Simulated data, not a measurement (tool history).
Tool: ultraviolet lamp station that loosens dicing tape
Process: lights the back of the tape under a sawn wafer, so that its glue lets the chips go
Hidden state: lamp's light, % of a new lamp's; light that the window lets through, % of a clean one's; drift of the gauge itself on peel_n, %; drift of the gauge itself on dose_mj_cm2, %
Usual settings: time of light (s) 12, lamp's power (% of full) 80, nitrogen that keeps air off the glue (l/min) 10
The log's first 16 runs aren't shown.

| run | hour | time of light (s) | lamp's power (% of full) | nitrogen that keeps air off the glue (l/min) | hours of work of the lamp | hours of work since the window was cleaned | force that peels the tape off (N) | light that reached the tape (J/m2) |
|---|---|---|---|---|---|---|---|---|
| 17 | 204 | 12 | 80 | 10 | 16 | 585 | 0.352 | 2260 |
| 18 | 220.3 | 12 | 81 | 8 | 27 | 596 | 0.413 | 2320 |
| 19 | 227.7 | 12 | 81 | 8 | 32 | 601 | 0.437 | 2270 |
| 20 | 237.8 | 12 | 81 | 8 | 39 | 608 | 0.416 | 2310 |
| 21 | 254.6 | 11 | 81 | 5 | 50 | 620 | 0.748 | 2090 |
| 22 | 262.9 | 17 | 80 | 3 | 56 | 625 | 0.497 | 3220 |
| 23 | 275.5 | 18 | 76 | 16 | 65 | 634 | 0.204 | 3240 |
| 24 | 290.4 | 16 | 76 | 3 | 75 | 644 | 0.586 | 2940 |
| 25 | 303.2 | 14 | 76 | 3 | 84 | 653 | 0.76 | 2510 |
| 26 | 316.7 | 14 | 76 | 3 | 93 | 662 | 0.789 | 2520 |
|  | 327.2 | window cleaned of glue's vapour |
| 27 | 329.2 | 14 | 76 | 3 | 102 | 1 | 0.805 | 2530 |
| 28 | 341.1 | 12 | 63 | 10 | 110 | 10 | 0.549 | 1810 |
| 29 | 356.9 | 12 | 63 | 4 | 121 | 20 | 1.195 | 1800 |
| 30 | 369.7 | 13 | 93 | 13 | 130 | 29 | 0.226 | 2840 |
| 31 | 382.4 | 19 | 75 | 15 | 138 | 38 | 0.185 | 3320 |

4 ways to go on from here, each from the tool as it stands after run 31. What would each give?
| A | 397.8 | 23 | 80 | 7 | 149 | 49 | ? | ? |
| B | 397.8 | 18 | 68 | 15 | 149 | 49 | ? | ? |
| C | 397.8 | 14 | 75 | 15 | 149 | 49 | ? | ? |
| D | 397.8 | 6 | 66 | 8 | 149 | 49 | ? | ? |

| run | force that peels the tape off (N) | light that reached the tape (J/m2) |
|---|---|---|
| A | 0.186 | 4350 |
| B | 0.212 | 2870 |
| C | 0.245 | 2530 |
| D | 2.031 | 990 |
Without the tool's hidden state the same runs would have given:
| run | force that peels the tape off (N) | light that reached the tape (J/m2) |
|---|---|---|
| A | 0.185 | 4350 |
| B | 0.212 | 2870 |
| C | 0.245 | 2530 |
| D | 2.029 | 990 |
